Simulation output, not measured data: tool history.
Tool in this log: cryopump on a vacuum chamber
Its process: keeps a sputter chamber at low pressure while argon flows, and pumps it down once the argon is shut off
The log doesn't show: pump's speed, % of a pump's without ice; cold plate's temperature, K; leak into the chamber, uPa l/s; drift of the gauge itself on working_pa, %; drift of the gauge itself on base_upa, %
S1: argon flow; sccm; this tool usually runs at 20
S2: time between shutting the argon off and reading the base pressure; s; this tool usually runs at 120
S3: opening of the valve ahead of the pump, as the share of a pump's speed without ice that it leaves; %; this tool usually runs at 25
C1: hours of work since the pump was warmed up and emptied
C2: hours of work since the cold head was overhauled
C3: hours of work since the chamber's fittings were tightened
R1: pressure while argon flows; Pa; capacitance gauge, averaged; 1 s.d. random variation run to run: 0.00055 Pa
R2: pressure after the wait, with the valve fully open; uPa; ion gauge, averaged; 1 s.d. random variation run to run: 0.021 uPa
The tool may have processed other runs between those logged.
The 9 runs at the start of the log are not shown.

run     day  S1   S2  S3   C1   C2    C3      R1    R2
 10    5.85  20  120  25  184  184  1150  0.0585  1.23
 11   6.446  20  120  25  193  193  1159  0.0583  1.27
 12   7.275  20  120  25  206  206  1172  0.0589  1.31
 13   8.092  20  120  25  218  218  1184  0.0589  1.31
 14   8.571  20  120  25  225  225  1191   0.059  1.31
 15   9.421  20  120  25  238  238  1204  0.0592  1.34
 16  10.112  20  120  15  248  248  1214  0.0976  1.39
 17  10.667  20  120  15  257  257  1223  0.0974  1.34
 18  11.575  32   93  25  270  270  1236   0.094  1.42
 19  11.946  13  182  47  276  276  1242  0.0204  1.32
 20  12.788  11  116  47  289  289  1254  0.0183  1.42
 21  13.217  22   99  37  295  295  1261  0.0436  1.43
 22  14.079  40  129  25  308  308  1274  0.1171  1.37
 23  14.717  40  194  25  318  318  1283  0.1192  1.34
 24  15.142  20  165  15  324  324  1290  0.0971  1.42
 25  16.029  23   30  15  337  337  1303  0.1121  2.16
 26  16.538  17  179  20  345  345  1311  0.0631  1.39
 27  17.367  17  162  20  357  357  1323  0.0632  1.43
 28  18.267  21  246  25  371  371  1337  0.0632  1.35
 29  18.754  23  159  24  378  378  1344   0.071  1.46

Run 30 comes next. What will it give?
 30  19.483  14  100  15  389  389  1355   ?   ?

Run 30 yielded R1 0.069 Pa, R2 1.56 uPa.
The same run, on a tool lacking any hidden state, would have yielded R1 0.0676 Pa, R2 0.36 uPa.
